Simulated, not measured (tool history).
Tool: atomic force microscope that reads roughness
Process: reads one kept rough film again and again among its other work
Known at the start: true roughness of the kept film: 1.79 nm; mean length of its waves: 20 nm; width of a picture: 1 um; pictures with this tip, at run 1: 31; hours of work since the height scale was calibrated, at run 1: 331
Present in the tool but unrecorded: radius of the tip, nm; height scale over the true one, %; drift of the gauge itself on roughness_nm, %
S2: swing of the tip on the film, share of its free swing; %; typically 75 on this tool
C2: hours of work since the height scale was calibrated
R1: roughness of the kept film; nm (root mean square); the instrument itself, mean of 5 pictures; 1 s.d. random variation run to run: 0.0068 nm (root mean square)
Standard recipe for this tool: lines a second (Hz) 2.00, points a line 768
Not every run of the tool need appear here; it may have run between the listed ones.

Run 1, day 0.000: usual settings; pictures with this tip 31; C2 331. Result: R1 1.252 nm (root mean square).
Run 2, day 0.412: usual settings; pictures with this tip 43; C2 338. Result: R1 1.223 nm (root mean square).
Run 3, day 0.900: usual settings but points a line 938; pictures with this tip 57; C2 345. Result: R1 1.176 nm (root mean square).
Run 4, day 1.467: usual settings but points a line 373; pictures with this tip 73; C2 354. Result: R1 1.141 nm (root mean square).
Run 5, day 1.817: usual settings but S2 80 %, points a line 373; pictures with this tip 83; C2 359. Result: R1 1.059 nm (root mean square).
Run 6, day 2.238: usual settings but S2 78 %; pictures with this tip 95; C2 365. Result: R1 1.049 nm (root mean square).
At day 2.667: new tip fitted.
Run 7, day 2.917: usual settings but points a line 387; pictures with this tip 7; C2 375. Result: R1 1.301 nm (root mean square).
Run 8, day 3.192: usual settings but points a line 387; pictures with this tip 15; C2 380. Result: R1 1.279 nm (root mean square).
Run 9, day 3.667: usual settings; pictures with this tip 29; C2 387. Result: R1 1.255 nm (root mean square).
Run 10, day 4.129: usual settings; pictures with this tip 42; C2 394. Result: R1 1.210 nm (root mean square).
Run 11, day 4.792: usual settings; pictures with this tip 62; C2 404. Result: R1 1.167 nm (root mean square).
Run 12, day 5.358: usual settings; pictures with this tip 78; C2 413. Result: R1 1.130 nm (root mean square).
Run 13, day 5.758: usual settings; pictures with this tip 89; C2 419. Result: R1 1.102 nm (root mean square).
Run 14, day 6.042: usual settings but lines a second (Hz) 3.28; pictures with this tip 98; C2 423. Result: R1 1.000 nm (root mean square).
At day 6.375: new tip fitted.
Run 15, day 6.375: usual settings but lines a second (Hz) 0.65, S2 55 %, points a line 380; pictures with this tip 0; C2 428. Result: R1 1.511 nm (root mean square).
Run 16, day 6.725: usual settings but lines a second (Hz) 0.65, S2 77 %, points a line 746; pictures with this tip 10; C2 433. Result: R1 1.427 nm (root mean square).
Run 17, day 7.371: usual settings but lines a second (Hz) 0.65, S2 77 %, points a line 746; pictures with this tip 28; C2 443. Result: R1 1.371 nm (root mean square).
Run 18, day 7.746: usual settings but lines a second (Hz) 1.08, S2 57 %, points a line 521; pictures with this tip 39; C2 449. Result: R1 1.363 nm (root mean square).
Run 19, day 8.062: usual settings but lines a second (Hz) 1.08, S2 57 %, points a line 521; pictures with this tip 48; C2 453. Result: R1 1.363 nm (root mean square).
Run 20, day 8.596: usual settings but lines a second (Hz) 1.08, S2 57 %, points a line 521; pictures with this tip 64; C2 461. Result: R1 1.302 nm (root mean square).
Run 21, day 8.950: usual settings but S2 55 %, points a line 508; pictures with this tip 74; C2 467. Result: R1 1.247 nm (root mean square).
Run 22, day 9.529: usual settings but S2 55 %, points a line 508; pictures with this tip 91; C2 476. Result: R1 1.212 nm (root mean square).
Run 23, day 10.054: usual settings but S2 89 %, points a line 452; pictures with this tip 106; C2 484. Result: R1 0.930 nm (root mean square).
At day 10.138: new tip fitted.
Run 24, day 10.742: usual settings but S2 73 %; pictures with this tip 17; C2 494. Result: R1 1.309 nm (root mean square).
Run 25, day 11.388: usual settings but S2 58 %, points a line 824; pictures with this tip 36; C2 504. Result: R1 1.359 nm (root mean square).
Run 26, day 11.800: usual settings but S2 62 %, points a line 824; pictures with this tip 48; C2 510. Result: R1 1.306 nm (root mean square).
Run 27, day 12.421: usual settings but S2 59 %, points a line 692; pictures with this tip 66; C2 519. Result: R1 1.253 nm (root mean square).

Take each entry between the runs: how does the hidden state at the last listed run before it differ from the hidden state at the first listed run after it?
Between runs 6 and 7: new tip fitted (day 2.667)
  radius of the tip, nm: 22.5 -> 8.9; height scale over the true one, %: -0.84 -> -0.86
  measured value less the no-hidden-state value, R1: -0.268 -> -0.050 nm (root mean square)
Between runs 14 and 15: new tip fitted (day 6.375)
  radius of the tip, nm: 23.2 -> 7.7; height scale over the true one, %: -0.96 -> -0.97
  measured value less the no-hidden-state value, R1: -0.266 -> -0.032 nm (root mean square)
Between runs 23 and 24: new tip fitted (day 10.138)
  radius of the tip, nm: 24 -> 9.9; height scale over the true one, %: -1.1 -> -1.12
  measured value less the no-hidden-state value, R1: -0.261 -> -0.076 nm (root mean square)
